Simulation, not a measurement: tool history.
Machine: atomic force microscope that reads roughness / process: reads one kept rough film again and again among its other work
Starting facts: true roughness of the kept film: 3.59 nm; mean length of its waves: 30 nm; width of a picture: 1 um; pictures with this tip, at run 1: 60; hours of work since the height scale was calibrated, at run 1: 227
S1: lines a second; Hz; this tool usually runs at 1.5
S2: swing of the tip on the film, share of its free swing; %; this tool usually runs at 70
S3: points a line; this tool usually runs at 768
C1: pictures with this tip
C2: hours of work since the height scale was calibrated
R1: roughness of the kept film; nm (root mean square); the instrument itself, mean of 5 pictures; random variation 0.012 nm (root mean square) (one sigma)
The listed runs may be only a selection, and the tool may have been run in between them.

run    day    S1  S2   S3  C1   C2     R1
  1      0   1.5  70  768  60  227  2.166
     0.304  -- new tip fitted
  2  0.329   1.5  70  768   1  232  2.842
  3  0.696   1.5  70  768  14  238  2.654
  4  1.021   1.5  70  768  27  243  2.454
  5  1.296   1.5  70  768  37  247  2.378
  6   1.55   1.5  70  768  47  251  2.253
  7  1.825  3.82  70  768  57  256  1.939
     2.217  -- new tip fitted
  8  2.271  3.82  70  768   2  262  2.595
  9  2.596  3.82  70  768  15  267    2.4
     2.667  -- height scale calibrated on a step standard
 10  3.058  3.82  70  768  31    6  2.188
 11  3.246   1.5  83  768  38    9  2.221
 12  3.429   1.5  83  768  45   12  2.149
 13  3.646   1.5  83  768  53   15  2.077
 14  3.904   1.5  70  768  63   20  2.096
     4.129  -- new tip fitted
 15  4.204   1.5  70  768   3   24  2.837
 16  4.471  1.24  57  692  13   28  2.785
 17  4.912  3.64  65  692  29   35  2.319
     5.221  -- height scale calibrated on a step standard, once more
 18  5.333  3.33  86  692  44    2  1.803
 19  5.538  3.33  78  376  52    5  1.882
 20   5.85  1.16  78  377  63   10  2.046
     6.067  -- new tip fitted
 21  6.179  1.16  78  377   4   15  2.741
 22  6.521  1.16  78  377  17   20  2.557
 23  6.929  0.88  70  284  33   27  2.433
 24   7.25  1.84  57  768  45   32  2.338
 25  7.625  3.34  74  640  59   38   1.93
 26  7.829  3.34  74  640  67   41  1.865
     7.967  -- new tip fitted
 27  8.138  1.72  57  263   7   46  2.792
 28  8.546  3.56  56  450  22   52   2.55
 29  8.775  3.56  56  450  31   56  2.428
 30  9.158   1.5  70  901  45   62  2.267

Some steps in R1, run to run, broken into two amounts with sign: the step expected even without the hidden condition (settings, incoming material, random variation), and the rest, left for the hidden condition together with whatever gauge scatter is not in both the measured and the hidden-condition-free result:
Hidden state at play: radius of the tip, nm; height scale over the true one, %; drift of the gauge itself on roughness_nm, %.
Run 1 -> 2: new tip fitted. R1 +0.676 nm (root mean square): hidden state +0.674, all else +0.002.
Run 14 -> 15: new tip fitted. R1 +0.741 nm (root mean square): hidden state +0.706, all else +0.035.
Run 20 -> 21: new tip fitted. R1 +0.695 nm (root mean square): hidden state +0.691, all else +0.004.
Run 26 -> 27: S1 3.34 -> 1.72, S2 74 -> 57, S3 640 -> 263, new tip fitted. R1 +0.927 nm (root mean square): hidden state +0.619, all else +0.308.
